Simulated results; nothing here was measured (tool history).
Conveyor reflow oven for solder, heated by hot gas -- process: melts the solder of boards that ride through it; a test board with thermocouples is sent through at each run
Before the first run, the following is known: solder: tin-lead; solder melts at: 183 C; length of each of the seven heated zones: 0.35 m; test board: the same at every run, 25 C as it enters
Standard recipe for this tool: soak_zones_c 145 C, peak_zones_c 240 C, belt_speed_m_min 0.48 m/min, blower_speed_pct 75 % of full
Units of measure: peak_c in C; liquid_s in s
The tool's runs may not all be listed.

run,hour,soak_zones_c,peak_zones_c,belt_speed_m_min,blower_speed_pct,peak_c,liquid_s
1,0,145,240,0.48,75,221.6,71.9
2,18.8,145,240,0.48,75,221.8,72.3
3,31.7,145,249,0.48,75,229.1,77.7
4,46.9,145,249,0.48,75,229.4,77.5
5,61.2,145,249,0.48,75,228.5,77
6,71.3,145,249,0.48,75,228.8,77.4
# hour 89.6: flux residue cleaned out of gas plates and filters
7,90.3,137,249,0.48,75,231.4,76.8
8,108,145,240,0.48,75,225.5,75.2
9,120.8,159,240,0.48,75,227.8,83.7
10,129.4,156,240,0.48,75,227.6,81.7
11,141.2,149,240,0.48,75,226.6,77.6
12,158,137,244,0.483,63,223.2,69.4
13,170.3,137,244,0.483,63,223.4,69.2
14,180.3,137,244,0.483,63,223.3,69.2
15,193.7,137,244,0.483,63,223,68.8
16,211.6,137,244,0.5,63,221.7,65.6
17,227.9,137,240,0.548,63,214.6,53.5
18,247.4,137,240,0.548,63,214.4,53.4
19,261.9,137,228,0.548,63,204.8,44.1

Alternative continuations, all from the tool just after run 19; predict every row:
A,273,137,228,0.467,63,?,?
B,273,145,243,0.436,75,?,?
C,273,145,236,0.471,75,?,?

run,peak_c,liquid_s
A,211.2,60.2
B,230.9,87
C,222.3,74.9
Without the tool's hidden state the same runs would have given:
run,peak_c,liquid_s
A,209.5,57.8
B,229.2,84.8
C,220.7,72.7

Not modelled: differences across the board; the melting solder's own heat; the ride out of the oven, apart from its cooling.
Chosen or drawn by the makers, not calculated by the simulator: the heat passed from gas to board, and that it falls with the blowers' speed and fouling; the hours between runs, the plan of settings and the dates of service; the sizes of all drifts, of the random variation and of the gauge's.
